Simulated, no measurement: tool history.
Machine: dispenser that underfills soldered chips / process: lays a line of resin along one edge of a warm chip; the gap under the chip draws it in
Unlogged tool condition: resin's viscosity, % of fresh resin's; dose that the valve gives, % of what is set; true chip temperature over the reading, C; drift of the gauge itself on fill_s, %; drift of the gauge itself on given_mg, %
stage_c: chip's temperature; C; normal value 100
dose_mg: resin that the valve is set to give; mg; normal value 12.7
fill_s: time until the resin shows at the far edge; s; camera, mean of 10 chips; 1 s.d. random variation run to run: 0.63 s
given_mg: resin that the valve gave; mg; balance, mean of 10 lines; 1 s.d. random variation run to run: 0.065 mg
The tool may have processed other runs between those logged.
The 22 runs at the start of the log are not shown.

run     day  stage_c  dose_mg  hours of work since the syringe was changed  hours of work since the valve was cleaned  hours of work since the stage was calibrated  fill_s  given_mg
      8.075  -- new syringe of resin
 23   8.425      109     12.7                                            6                                         74                                           148    53.8     11.79
      8.675  -- new syringe of resin
 24   8.929       99     13.2                                            5                                         83                                           157    69.6     12.33
      9.242  -- new syringe of resin
 25   9.325       99     13.2                                            1                                         90                                           164    60.5     12.26
 26   9.621      109     13.1                                            7                                         95                                           169    55.6     12.08
      9.833  -- new syringe of resin
 27  10.046      109     13.1                                            4                                        103                                           177    48.7        12
 28  10.317       97     11.4                                            9                                        108                                           182    91.9      10.4
       10.4  -- new syringe of resin
       10.6  -- dispensing valve cleaned and set on the balance
 29  10.888      100     13.4                                            8                                          5                                           191    77.3     13.24
     11.012  -- new syringe of resin
 30  11.183      100     13.4                                            3                                         10                                           196    61.2     13.43
     11.604  -- new syringe of resin
 31  11.604      100     13.4                                            0                                         18                                           203    54.7     13.22
 32  11.942      100       15                                            6                                         24                                           209    69.9     14.71
     12.167  -- new syringe of resin
 33  12.392      115     16.2                                            4                                         31                                           217    39.6     15.73
     12.754  -- new syringe of resin
 34  12.846       94     14.1                                            2                                         39                                           225    70.9     13.75
     13.321  -- new syringe of resin
 35  13.321       98     14.1                                            0                                         48                                           233    57.1     13.44

Branching from run 35: 3 alternative next runs. What would each branch give?
  A  13.704      100     16.4                                            7                                         54                                           240       ?         ?
  B  13.704       90     12.7                                            7                                         54                                           240       ?         ?
  C  13.704      100     11.1                                            7                                         54                                           240       ?         ?

run  fill_s  given_mg
  A    72.6      15.7
  B   101.7     12.13
  C    77.2     10.63
With no hidden state in the tool, these same runs would have given:
run  fill_s  given_mg
  A      54     16.43
  B    75.3     12.69
  C    56.7     11.12

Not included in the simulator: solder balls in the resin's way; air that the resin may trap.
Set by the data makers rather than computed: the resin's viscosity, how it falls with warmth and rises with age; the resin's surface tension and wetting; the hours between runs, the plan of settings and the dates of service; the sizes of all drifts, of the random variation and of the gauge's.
